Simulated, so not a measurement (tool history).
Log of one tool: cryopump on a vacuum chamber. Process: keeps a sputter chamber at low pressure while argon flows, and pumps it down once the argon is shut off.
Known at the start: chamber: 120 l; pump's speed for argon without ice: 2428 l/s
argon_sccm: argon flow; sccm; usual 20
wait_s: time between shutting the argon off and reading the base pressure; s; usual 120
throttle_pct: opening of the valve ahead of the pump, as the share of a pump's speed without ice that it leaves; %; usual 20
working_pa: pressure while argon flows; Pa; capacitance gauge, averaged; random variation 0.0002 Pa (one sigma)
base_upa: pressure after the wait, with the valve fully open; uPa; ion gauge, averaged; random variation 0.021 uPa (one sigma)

{"run": 1, "hour": 0.0, "argon_sccm": 20, "wait_s": 120, "throttle_pct": 20, "working_pa": 0.0712, "base_upa": 1.57}
{"run": 2, "hour": 29.3, "argon_sccm": 20, "wait_s": 120, "throttle_pct": 20, "working_pa": 0.071, "base_upa": 1.64}
{"run": 3, "hour": 50.4, "argon_sccm": 20, "wait_s": 31, "throttle_pct": 20, "working_pa": 0.0711, "base_upa": 2.72}
{"run": 4, "hour": 79.7, "argon_sccm": 20, "wait_s": 31, "throttle_pct": 58, "working_pa": 0.0252, "base_upa": 2.78}
{"run": 5, "hour": 125.7, "argon_sccm": 27, "wait_s": 120, "throttle_pct": 20, "working_pa": 0.0966, "base_upa": 1.68}
{"run": 6, "hour": 147.7, "argon_sccm": 16, "wait_s": 120, "throttle_pct": 20, "working_pa": 0.0571, "base_upa": 1.69}
{"run": 7, "hour": 183.4, "argon_sccm": 16, "wait_s": 120, "throttle_pct": 20, "working_pa": 0.057, "base_upa": 1.69}
{"run": 8, "hour": 220.7, "argon_sccm": 16, "wait_s": 120, "throttle_pct": 20, "working_pa": 0.0573, "base_upa": 1.8}
{"run": 9, "hour": 256.0, "argon_sccm": 16, "wait_s": 120, "throttle_pct": 20, "working_pa": 0.0571, "base_upa": 1.79}
{"run": 10, "hour": 300.6, "argon_sccm": 16, "wait_s": 120, "throttle_pct": 20, "working_pa": 0.0572, "base_upa": 1.82}
{"run": 11, "hour": 325.1, "argon_sccm": 20, "wait_s": 120, "throttle_pct": 20, "working_pa": 0.0713, "base_upa": 1.84}
{"run": 12, "hour": 353.0, "argon_sccm": 20, "wait_s": 120, "throttle_pct": 21, "working_pa": 0.0687, "base_upa": 1.82}
{"run": 13, "hour": 386.4, "argon_sccm": 20, "wait_s": 120, "throttle_pct": 21, "working_pa": 0.0685, "base_upa": 1.94}
{"run": 14, "hour": 429.2, "argon_sccm": 20, "wait_s": 120, "throttle_pct": 20, "working_pa": 0.0718, "base_upa": 1.97}
{"run": 15, "hour": 476.0, "argon_sccm": 20, "wait_s": 120, "throttle_pct": 20, "working_pa": 0.0717, "base_upa": 1.97}
{"run": 16, "hour": 513.9, "argon_sccm": 20, "wait_s": 120, "throttle_pct": 20, "working_pa": 0.072, "base_upa": 2.01}
{"run": 17, "hour": 562.8, "argon_sccm": 20, "wait_s": 120, "throttle_pct": 20, "working_pa": 0.0722, "base_upa": 2.02}
{"run": 18, "hour": 604.2, "argon_sccm": 20, "wait_s": 120, "throttle_pct": 20, "working_pa": 0.0726, "base_upa": 2.06}
{"run": 19, "hour": 628.9, "argon_sccm": 10, "wait_s": 53, "throttle_pct": 20, "working_pa": 0.0364, "base_upa": 2.58}
{"run": 20, "hour": 657.0, "argon_sccm": 39, "wait_s": 163, "throttle_pct": 34, "working_pa": 0.0849, "base_upa": 2}
{"run": 21, "hour": 693.6, "argon_sccm": 9, "wait_s": 163, "throttle_pct": 34, "working_pa": 0.0199, "base_upa": 2.05}
{"hour": 705.7, "done": "pump warmed up, emptied and cooled again"}
{"run": 22, "hour": 741.1, "argon_sccm": 9, "wait_s": 163, "throttle_pct": 34, "working_pa": 0.0184, "base_upa": 1.77}
{"run": 23, "hour": 764.5, "argon_sccm": 9, "wait_s": 163, "throttle_pct": 34, "working_pa": 0.0185, "base_upa": 1.78}
{"run": 24, "hour": 790.0, "argon_sccm": 10, "wait_s": 112, "throttle_pct": 45, "working_pa": 0.016, "base_upa": 1.95}
{"run": 25, "hour": 825.7, "argon_sccm": 24, "wait_s": 54, "throttle_pct": 31, "working_pa": 0.0543, "base_upa": 2.38}
{"run": 26, "hour": 847.4, "argon_sccm": 12, "wait_s": 211, "throttle_pct": 27, "working_pa": 0.0311, "base_upa": 1.76}
{"hour": 880.8, "done": "leaking fittings of the chamber tightened, without venting"}
{"run": 27, "hour": 897.2, "argon_sccm": 20, "wait_s": 47, "throttle_pct": 16, "working_pa": 0.0877, "base_upa": 1.12}
{"run": 28, "hour": 920.7, "argon_sccm": 16, "wait_s": 243, "throttle_pct": 53, "working_pa": 0.0216, "base_upa": 0.35}
{"run": 29, "hour": 954.4, "argon_sccm": 8, "wait_s": 57, "throttle_pct": 51, "working_pa": 0.0112, "base_upa": 0.97}
{"run": 30, "hour": 978.2, "argon_sccm": 9, "wait_s": 32, "throttle_pct": 20, "working_pa": 0.0316, "base_upa": 1.57}
{"run": 31, "hour": 1020.3, "argon_sccm": 20, "wait_s": 120, "throttle_pct": 16, "working_pa": 0.0877, "base_upa": 0.59}
{"run": 32, "hour": 1058.2, "argon_sccm": 11, "wait_s": 120, "throttle_pct": 16, "working_pa": 0.0485, "base_upa": 0.62}
{"run": 33, "hour": 1090.6, "argon_sccm": 11, "wait_s": 269, "throttle_pct": 15, "working_pa": 0.0517, "base_upa": 0.4}
{"run": 34, "hour": 1121.9, "argon_sccm": 12, "wait_s": 74, "throttle_pct": 20, "working_pa": 0.043, "base_upa": 0.89}

4 ways to go on from here, each from the tool as it stands after run 34. What would each give?
{"run": "A", "hour": 1153.7, "argon_sccm": 22, "wait_s": 74, "throttle_pct": 20, "working_pa": "?", "base_upa": "?"}
{"run": "B", "hour": 1153.7, "argon_sccm": 23, "wait_s": 102, "throttle_pct": 42, "working_pa": "?", "base_upa": "?"}
{"run": "C", "hour": 1153.7, "argon_sccm": 20, "wait_s": 97, "throttle_pct": 28, "working_pa": "?", "base_upa": "?"}
{"run": "D", "hour": 1153.7, "argon_sccm": 17, "wait_s": 89, "throttle_pct": 25, "working_pa": "?", "base_upa": "?"}

run=A working_pa=0.0774 base_upa=0.89
run=B working_pa=0.0393 base_upa=0.77
run=C working_pa=0.0508 base_upa=0.76
run=D working_pa=0.0484 base_upa=0.77
Without the tool's hidden state the same runs would have given:
run=A working_pa=0.0762 base_upa=0.73
run=B working_pa=0.0381 base_upa=0.61
run=C working_pa=0.0497 base_upa=0.6
run=D working_pa=0.0476 base_upa=0.62
